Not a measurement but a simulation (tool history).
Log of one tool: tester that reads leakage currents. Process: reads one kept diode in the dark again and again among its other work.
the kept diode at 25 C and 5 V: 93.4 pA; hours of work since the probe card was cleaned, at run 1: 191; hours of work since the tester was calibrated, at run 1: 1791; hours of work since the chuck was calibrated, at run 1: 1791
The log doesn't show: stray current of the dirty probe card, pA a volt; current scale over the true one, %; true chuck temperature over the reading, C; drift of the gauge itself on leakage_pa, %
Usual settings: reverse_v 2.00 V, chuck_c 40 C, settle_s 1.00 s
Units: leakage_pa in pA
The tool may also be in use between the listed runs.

run	hour	reverse_v	chuck_c	settle_s	hours of work since the probe card was cleaned	hours of work since the tester was calibrated	hours of work since the chuck was calibrated	leakage_pa
1	0.0	2.00	40	1.00	191	1791	1791	181.90
2	34.0	3.47	40	1.00	214	1813	1813	238.23
3	106.9	3.47	40	1.00	262	1862	1862	236.51
4	142.4	3.47	40	1.00	286	1885	1885	237.16
5	203.9	3.47	40	1.00	327	1926	1926	236.04
6	280.7	16.91	40	1.00	377	1977	1977	510.16
7	355.7	16.91	40	1.00	427	2027	2027	506.34
8	434.6	16.91	40	1.00	479	2079	2079	502.88
9	477.4	5.47	40	6.57	508	2107	2107	290.23
10	515.1	1.36	51	7.54	533	2132	2132	337.25
11	583.5	2.12	43	0.44	578	2178	2178	232.17
12	623.2	2.30	43	0.44	604	2204	2204	241.08

Run 13 comes next. What will it give?
13	663.0	14.37	43	0.44	631	2230	2230	?

Run 13 gave leakage_pa 584.31 pA.
Without the tool's hidden state the same run would have given leakage_pa 662.11 pA.

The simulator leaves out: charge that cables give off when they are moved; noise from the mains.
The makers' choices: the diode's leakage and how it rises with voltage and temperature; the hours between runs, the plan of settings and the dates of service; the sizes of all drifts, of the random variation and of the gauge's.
